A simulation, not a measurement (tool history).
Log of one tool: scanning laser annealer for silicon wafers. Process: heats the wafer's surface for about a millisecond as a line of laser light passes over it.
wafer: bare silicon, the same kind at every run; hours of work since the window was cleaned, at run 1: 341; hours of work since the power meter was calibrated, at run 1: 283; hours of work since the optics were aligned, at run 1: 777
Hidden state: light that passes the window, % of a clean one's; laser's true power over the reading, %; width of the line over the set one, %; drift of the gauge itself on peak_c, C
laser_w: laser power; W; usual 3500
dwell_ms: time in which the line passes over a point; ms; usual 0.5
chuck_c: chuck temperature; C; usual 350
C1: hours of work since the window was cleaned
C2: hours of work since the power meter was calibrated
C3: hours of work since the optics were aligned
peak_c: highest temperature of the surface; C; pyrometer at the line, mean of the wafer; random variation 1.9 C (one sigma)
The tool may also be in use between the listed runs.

run 1 day=0 | laser_w=3500 dwell_ms=0.5 chuck_c=350 | C1=341 C2=283 C3=777 | peak_c=1095
run 2 day=2.675 | laser_w=3500 dwell_ms=0.5 chuck_c=312 | C1=379 C2=321 C3=815 | peak_c=1059
run 3 day=3.992 | laser_w=3500 dwell_ms=0.5 chuck_c=312 | C1=398 C2=340 C3=834 | peak_c=1057
run 4 day=6.833 | laser_w=3500 dwell_ms=0.5 chuck_c=338 | C1=439 C2=381 C3=874 | peak_c=1081
run 5 day=9.608 | laser_w=3500 dwell_ms=0.571 chuck_c=350 | C1=478 C2=420 C3=914 | peak_c=1137
run 6 day=11.788 | laser_w=3500 dwell_ms=0.571 chuck_c=350 | C1=509 C2=451 C3=945 | peak_c=1141
run 7 day=14.138 | laser_w=3500 dwell_ms=0.5 chuck_c=350 | C1=543 C2=485 C3=979 | peak_c=1096
run 8 day=16.538 | laser_w=3500 dwell_ms=0.5 chuck_c=385 | C1=577 C2=519 C3=1013 | peak_c=1129
run 9 day=18.538 | laser_w=3500 dwell_ms=0.5 chuck_c=385 | C1=606 C2=548 C3=1041 | peak_c=1130
run 10 day=20.758 | laser_w=3500 dwell_ms=0.5 chuck_c=388 | C1=637 C2=579 C3=1073 | peak_c=1130
run 11 day=23.092 | laser_w=3500 dwell_ms=0.5 chuck_c=388 | C1=670 C2=612 C3=1106 | peak_c=1131
-- day=23.517 window over the wafer cleaned
run 12 day=25.946 | laser_w=3500 dwell_ms=0.5 chuck_c=350 | C1=35 C2=652 C3=1146 | peak_c=1098
run 13 day=27.4 | laser_w=3500 dwell_ms=0.404 chuck_c=350 | C1=55 C2=673 C3=1166 | peak_c=1032
run 14 day=29.138 | laser_w=3500 dwell_ms=0.5 chuck_c=350 | C1=80 C2=698 C3=1191 | peak_c=1095
run 15 day=30.354 | laser_w=3500 dwell_ms=0.5 chuck_c=350 | C1=98 C2=715 C3=1209 | peak_c=1091
run 16 day=32.579 | laser_w=3500 dwell_ms=0.361 chuck_c=350 | C1=129 C2=747 C3=1240 | peak_c=995
run 17 day=34.771 | laser_w=3500 dwell_ms=0.5 chuck_c=350 | C1=161 C2=778 C3=1272 | peak_c=1093
run 18 day=37.267 | laser_w=3500 dwell_ms=0.5 chuck_c=355 | C1=196 C2=813 C3=1307 | peak_c=1104
run 19 day=39.862 | laser_w=3500 dwell_ms=0.5 chuck_c=355 | C1=233 C2=850 C3=1344 | peak_c=1097
run 20 day=41.929 | laser_w=3500 dwell_ms=0.5 chuck_c=355 | C1=263 C2=880 C3=1374 | peak_c=1099
run 21 day=43.733 | laser_w=3500 dwell_ms=0.5 chuck_c=355 | C1=288 C2=906 C3=1399 | peak_c=1098
run 22 day=45.712 | laser_w=3647 dwell_ms=0.414 chuck_c=350 | C1=317 C2=934 C3=1428 | peak_c=1070
run 23 day=47.875 | laser_w=3500 dwell_ms=0.616 chuck_c=326 | C1=347 C2=965 C3=1459 | peak_c=1141
run 24 day=50.692 | laser_w=3779 dwell_ms=0.5 chuck_c=380 | C1=388 C2=1005 C3=1499 | peak_c=1191
run 25 day=52.696 | laser_w=3779 dwell_ms=0.5 chuck_c=380 | C1=416 C2=1033 C3=1527 | peak_c=1195
-- day=53.862 optics aligned, line set to its width
run 26 day=55.367 | laser_w=3596 dwell_ms=0.465 chuck_c=350 | C1=451 C2=1069 C3=21 | peak_c=1095
run 27 day=56.9 | laser_w=3010 dwell_ms=0.468 chuck_c=335 | C1=473 C2=1091 C3=43 | peak_c=941
run 28 day=58.679 | laser_w=3267 dwell_ms=0.554 chuck_c=382 | C1=499 C2=1116 C3=69 | peak_c=1103
run 29 day=60.604 | laser_w=3347 dwell_ms=0.5 chuck_c=347 | C1=526 C2=1143 C3=96 | peak_c=1056
run 30 day=62.825 | laser_w=3211 dwell_ms=0.5 chuck_c=344 | C1=558 C2=1175 C3=128 | peak_c=1020
run 31 day=64.671 | laser_w=3500 dwell_ms=0.585 chuck_c=350 | C1=584 C2=1201 C3=154 | peak_c=1148
run 32 day=66.583 | laser_w=3500 dwell_ms=0.585 chuck_c=350 | C1=611 C2=1229 C3=181 | peak_c=1146
run 33 day=68.346 | laser_w=3651 dwell_ms=0.61 chuck_c=350 | C1=636 C2=1254 C3=207 | peak_c=1203
run 34 day=69.592 | laser_w=3839 dwell_ms=0.462 chuck_c=346 | C1=654 C2=1272 C3=224 | peak_c=1145
-- day=71.267 window over the wafer cleaned
run 35 day=71.796 | laser_w=3716 dwell_ms=0.531 chuck_c=346 | C1=8 C2=1302 C3=255 | peak_c=1165
run 36 day=74.562 | laser_w=3386 dwell_ms=0.583 chuck_c=360 | C1=47 C2=1341 C3=294 | peak_c=1133
run 37 day=76.2 | laser_w=3116 dwell_ms=0.5 chuck_c=324 | C1=70 C2=1365 C3=317 | peak_c=979
run 38 day=78.496 | laser_w=3500 dwell_ms=0.5 chuck_c=330 | C1=103 C2=1397 C3=350 | peak_c=1079
run 39 day=81.162 | laser_w=3707 dwell_ms=0.5 chuck_c=330 | C1=141 C2=1435 C3=388 | peak_c=1127
run 40 day=83.075 | laser_w=3339 dwell_ms=0.424 chuck_c=315 | C1=168 C2=1463 C3=415 | peak_c=975

Forecast each of these 5 alternatives for the next run:
run A day=85.917 | laser_w=3339 dwell_ms=0.433 chuck_c=366 | C1=209 C2=1503 C3=456 | peak_c=?
run B day=85.917 | laser_w=3050 dwell_ms=0.557 chuck_c=310 | C1=209 C2=1503 C3=456 | peak_c=?
run C day=85.917 | laser_w=3143 dwell_ms=0.616 chuck_c=315 | C1=209 C2=1503 C3=456 | peak_c=?
run D day=85.917 | laser_w=3142 dwell_ms=0.55 chuck_c=330 | C1=209 C2=1503 C3=456 | peak_c=?
run E day=85.917 | laser_w=3423 dwell_ms=0.5 chuck_c=350 | C1=209 C2=1503 C3=456 | peak_c=?

run=A peak_c=1029
run=B peak_c=978
run=C peak_c=1036
run=D peak_c=1017
run=E peak_c=1077
Without the tool's hidden state the same runs would have given:
run=A peak_c=1029
run=B peak_c=978
run=C peak_c=1037
run=D peak_c=1017
run=E peak_c=1078
